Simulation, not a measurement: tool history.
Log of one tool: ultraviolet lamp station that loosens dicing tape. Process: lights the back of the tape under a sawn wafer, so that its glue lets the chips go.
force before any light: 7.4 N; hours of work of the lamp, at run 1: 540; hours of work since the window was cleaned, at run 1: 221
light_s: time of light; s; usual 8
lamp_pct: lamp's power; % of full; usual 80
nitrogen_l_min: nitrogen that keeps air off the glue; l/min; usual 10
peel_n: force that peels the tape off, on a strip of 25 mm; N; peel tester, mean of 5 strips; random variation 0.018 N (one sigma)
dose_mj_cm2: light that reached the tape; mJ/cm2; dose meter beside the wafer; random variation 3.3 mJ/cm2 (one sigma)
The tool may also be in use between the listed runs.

| run | hour | light_s | lamp_pct | nitrogen_l_min | hours of work of the lamp | hours of work since the window was cleaned | peel_n | dose_mj_cm2 |
|---|---|---|---|---|---|---|---|---|
| 1 | 0.0 | 8 | 80 | 10 | 540 | 221 | 1.183 | 441 |
| 2 | 34.7 | 8 | 80 | 10 | 561 | 243 | 1.184 | 436 |
| 3 | 66.0 | 9 | 80 | 10 | 580 | 261 | 0.984 | 488 |
| 4 | 98.1 | 9 | 80 | 10 | 600 | 281 | 1.006 | 487 |
| 5 | 116.4 | 9 | 80 | 10 | 611 | 292 | 0.984 | 487 |
| 6 | 149.5 | 9 | 80 | 10 | 631 | 312 | 1.011 | 474 |
| 7 | 171.1 | 8 | 80 | 10 | 644 | 325 | 1.254 | 425 |
| 8 | 201.8 | 8 | 80 | 10 | 663 | 344 | 1.268 | 417 |
| 9 | 236.2 | 8 | 80 | 10 | 683 | 365 | 1.253 | 422 |
| 10 | 268.1 | 8 | 80 | 10 | 703 | 384 | 1.330 | 414 |
| 11 | 291.9 | 8 | 80 | 6 | 717 | 398 | 1.725 | 407 |
| 12 | 311.0 | 8 | 99 | 6 | 729 | 410 | 1.240 | 501 |
| 13 | 328.3 | 8 | 99 | 6 | 739 | 420 | 1.264 | 503 |
| 14 | 347.1 | 8 | 80 | 10 | 751 | 432 | 1.335 | 401 |
| 15 | 376.2 | 8 | 80 | 10 | 768 | 449 | 1.359 | 400 |
| 16 | 395.0 | 8 | 80 | 10 | 780 | 461 | 1.322 | 405 |
| 17 | 410.1 | 8 | 80 | 10 | 789 | 470 | 1.333 | 400 |
| 18 | 435.2 | 10 | 80 | 10 | 804 | 485 | 0.951 | 492 |
| 19 | 455.7 | 13 | 80 | 10 | 816 | 497 | 0.600 | 638 |
| 20 | 485.4 | 13 | 63 | 10 | 834 | 515 | 0.903 | 504 |
| 21 | 518.0 | 8 | 75 | 10 | 854 | 535 | 1.591 | 365 |
| 22 | 539.2 | 8 | 75 | 10 | 867 | 548 | 1.626 | 362 |
| 23 | 568.2 | 10 | 93 | 10 | 885 | 566 | 0.778 | 557 |
| 24 | 596.9 | 8 | 80 | 6 | 902 | 583 | 1.909 | 377 |
| 25 | 616.0 | 5 | 69 | 7 | 914 | 595 | 3.401 | 203 |
| 26 | 638.7 | 5 | 69 | 7 | 927 | 608 | 3.373 | 200 |
| 27 | 667.3 | 6 | 96 | 4 | 945 | 626 | 2.607 | 332 |
| 28 | 694.5 | 6 | 96 | 4 | 961 | 642 | 2.647 | 334 |
|  | 704.4 | window cleaned of glue's vapour |
| 29 | 725.6 | 7 | 84 | 9 | 980 | 13 | 1.586 | 370 |
|  | 738.4 | lamp changed |
| 30 | 749.3 | 7 | 84 | 9 | 7 | 27 | 1.034 | 479 |
| 31 | 763.6 | 10 | 69 | 10 | 15 | 35 | 0.755 | 561 |
| 32 | 788.4 | 7 | 69 | 10 | 30 | 50 | 1.464 | 382 |
| 33 | 818.2 | 4 | 97 | 3 | 48 | 68 | 3.115 | 308 |
| 34 | 851.0 | 6 | 86 | 3 | 68 | 88 | 2.360 | 411 |
| 35 | 867.2 | 6 | 65 | 9 | 78 | 98 | 2.043 | 305 |
| 36 | 895.2 | 6 | 65 | 9 | 95 | 115 | 2.128 | 304 |
| 37 | 920.8 | 6 | 65 | 9 | 110 | 130 | 2.059 | 303 |
| 38 | 937.4 | 5 | 72 | 6 | 121 | 140 | 2.642 | 281 |
| 39 | 953.8 | 6 | 92 | 9 | 130 | 150 | 1.293 | 433 |
| 40 | 987.3 | 15 | 94 | 8 | 151 | 171 | 0.271 | 1089 |
| 41 | 1001.7 | 8 | 86 | 4 | 159 | 179 | 1.514 | 532 |
| 42 | 1020.7 | 13 | 70 | 4 | 171 | 191 | 0.932 | 689 |
| 43 | 1043.5 | 13 | 70 | 4 | 185 | 205 | 0.987 | 684 |
| 44 | 1072.4 | 13 | 70 | 4 | 202 | 222 | 0.965 | 685 |

Hidden state or all else? Some run-to-run changes of peel_n, split into what the settings, what came in and random variation would give without the hidden state, and what is left for the hidden state (with any gauge scatter that isn't in both results):
The hidden state here: lamp's light, % of a new lamp's; light that the window lets through, % of a clean one's; drift of the gauge itself on peel_n, %; drift of the gauge itself on dose_mj_cm2, %.
Run 23 -> 24: light_s 10 -> 8, lamp_pct 93 -> 80, nitrogen_l_min 10 -> 6. peel_n +1.131 N: hidden state +0.374, all else +0.757.
Run 24 -> 25: light_s 8 -> 5, lamp_pct 80 -> 69, nitrogen_l_min 6 -> 7. peel_n +1.492 N: hidden state +0.149, all else +1.343.
Run 28 -> 29: light_s 6 -> 7, lamp_pct 96 -> 84, nitrogen_l_min 4 -> 9, window cleaned of glue's vapour. peel_n -1.061 N: hidden state -0.349, all else -0.712.
Run 29 -> 30: lamp changed. peel_n -0.552 N: hidden state -0.519, all else -0.033.
Run 32 -> 33: light_s 7 -> 4, lamp_pct 69 -> 97, nitrogen_l_min 10 -> 3. peel_n +1.651 N: hidden state +0.026, all else +1.625.
Run 38 -> 39: light_s 5 -> 6, lamp_pct 72 -> 92, nitrogen_l_min 6 -> 9. peel_n -1.349 N: hidden state -0.024, all else -1.325.
